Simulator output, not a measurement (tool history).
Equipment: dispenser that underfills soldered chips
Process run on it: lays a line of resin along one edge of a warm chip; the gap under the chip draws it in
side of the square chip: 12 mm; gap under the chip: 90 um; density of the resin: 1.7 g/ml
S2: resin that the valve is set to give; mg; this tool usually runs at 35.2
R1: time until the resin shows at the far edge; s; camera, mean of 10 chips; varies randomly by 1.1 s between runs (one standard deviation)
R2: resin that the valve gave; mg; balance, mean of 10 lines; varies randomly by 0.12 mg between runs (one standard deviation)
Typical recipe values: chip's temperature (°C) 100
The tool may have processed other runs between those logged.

{"run": 1, "hour": 0.0, "chip's temperature (°C)": 100, "S2": 35.2, "R1": 100.8, "R2": 34.96}
{"run": 2, "hour": 7.6, "chip's temperature (°C)": 100, "S2": 35.2, "R1": 123.4, "R2": 34.76}
{"hour": 13.7, "done": "new syringe of resin"}
{"run": 3, "hour": 16.0, "chip's temperature (°C)": 100, "S2": 40.9, "R1": 109.2, "R2": 40.2}
{"run": 4, "hour": 23.9, "chip's temperature (°C)": 100, "S2": 30.3, "R1": 143.5, "R2": 29.93}
{"hour": 27.3, "done": "new syringe of resin"}
{"run": 5, "hour": 31.5, "chip's temperature (°C)": 100, "S2": 30.3, "R1": 122.1, "R2": 29.69}
{"run": 6, "hour": 35.1, "chip's temperature (°C)": 100, "S2": 35.2, "R1": 131.4, "R2": 34.24}
{"run": 7, "hour": 40.2, "chip's temperature (°C)": 100, "S2": 35.2, "R1": 154.0, "R2": 34.5}
{"hour": 41.3, "done": "new syringe of resin"}
{"run": 8, "hour": 46.9, "chip's temperature (°C)": 100, "S2": 35.2, "R1": 120.4, "R2": 34.2}
{"hour": 54.7, "done": "new syringe of resin"}
{"run": 9, "hour": 55.2, "chip's temperature (°C)": 100, "S2": 35.2, "R1": 104.1, "R2": 34.22}
{"run": 10, "hour": 62.4, "chip's temperature (°C)": 100, "S2": 35.2, "R1": 127.3, "R2": 33.99}
{"hour": 68.5, "done": "new syringe of resin"}
{"run": 11, "hour": 70.5, "chip's temperature (°C)": 100, "S2": 35.2, "R1": 108.7, "R2": 33.87}
{"run": 12, "hour": 74.4, "chip's temperature (°C)": 87, "S2": 35.2, "R1": 202.0, "R2": 33.7}
{"hour": 81.8, "done": "dispensing valve cleaned and set on the balance"}
{"run": 13, "hour": 81.8, "chip's temperature (°C)": 87, "S2": 35.2, "R1": 243.1, "R2": 35.29}
{"hour": 83.5, "done": "new syringe of resin"}
{"run": 14, "hour": 87.7, "chip's temperature (°C)": 92, "S2": 35.2, "R1": 154.3, "R2": 35.34}
{"run": 15, "hour": 94.7, "chip's temperature (°C)": 114, "S2": 44.2, "R1": 83.5, "R2": 44.05}
{"hour": 97.2, "done": "new syringe of resin"}
{"run": 16, "hour": 101.0, "chip's temperature (°C)": 112, "S2": 32.1, "R1": 74.5, "R2": 31.75}
{"run": 17, "hour": 106.8, "chip's temperature (°C)": 98, "S2": 45.5, "R1": 145.4, "R2": 45.08}
{"hour": 110.7, "done": "new syringe of resin"}
{"run": 18, "hour": 112.3, "chip's temperature (°C)": 91, "S2": 44.1, "R1": 152.3, "R2": 43.81}
{"run": 19, "hour": 118.3, "chip's temperature (°C)": 91, "S2": 44.1, "R1": 177.8, "R2": 43.53}
{"run": 20, "hour": 122.7, "chip's temperature (°C)": 91, "S2": 44.1, "R1": 200.4, "R2": 43.38}
{"hour": 124.0, "done": "new syringe of resin"}
{"run": 21, "hour": 126.7, "chip's temperature (°C)": 100, "S2": 37.5, "R1": 111.9, "R2": 36.69}
{"run": 22, "hour": 130.8, "chip's temperature (°C)": 87, "S2": 36.1, "R1": 208.1, "R2": 35.39}
{"run": 23, "hour": 135.9, "chip's temperature (°C)": 109, "S2": 33.5, "R1": 106.1, "R2": 32.88}
{"hour": 137.5, "done": "new syringe of resin"}
{"run": 24, "hour": 141.6, "chip's temperature (°C)": 102, "S2": 44.2, "R1": 108.0, "R2": 43.18}
{"run": 25, "hour": 147.8, "chip's temperature (°C)": 100, "S2": 37.1, "R1": 134.3, "R2": 36.15}
{"hour": 151.3, "done": "new syringe of resin"}
{"run": 26, "hour": 153.2, "chip's temperature (°C)": 100, "S2": 37.1, "R1": 108.4, "R2": 36.11}
{"run": 27, "hour": 159.1, "chip's temperature (°C)": 100, "S2": 37.1, "R1": 132.0, "R2": 35.88}
{"hour": 164.6, "done": "new syringe of resin"}
{"run": 28, "hour": 166.3, "chip's temperature (°C)": 88, "S2": 31.2, "R1": 176.0, "R2": 30.18}

Pick out some run-to-run changes in R1. Of each, how much would a tool without hidden state show as well, from the settings, what came in and chance, and how much is left for the hidden state and any gauge scatter not in both results compared?
Hidden state at play: resin's viscosity, % of fresh resin's; dose that the valve gives, % of what is set; true chip temperature over the reading, C; drift of the gauge itself on fill_s, %; drift of the gauge itself on given_mg, %.
Run 13 -> 14: chip's temperature (°C) 87 -> 92, new syringe of resin. R1 -88.8 s: hidden state -53.2, all else -35.6.
Run 20 -> 21: chip's temperature (°C) 91 -> 100, S2 44.1 -> 37.5, new syringe of resin. R1 -88.5 s: hidden state -48.8, all else -39.7.
Run 21 -> 22: chip's temperature (°C) 100 -> 87, S2 37.5 -> 36.1. R1 +96.2 s: hidden state +26.1, all else +70.1.
Run 22 -> 23: chip's temperature (°C) 87 -> 109, S2 36.1 -> 33.5. R1 -102.0 s: hidden state -2.7, all else -99.3.
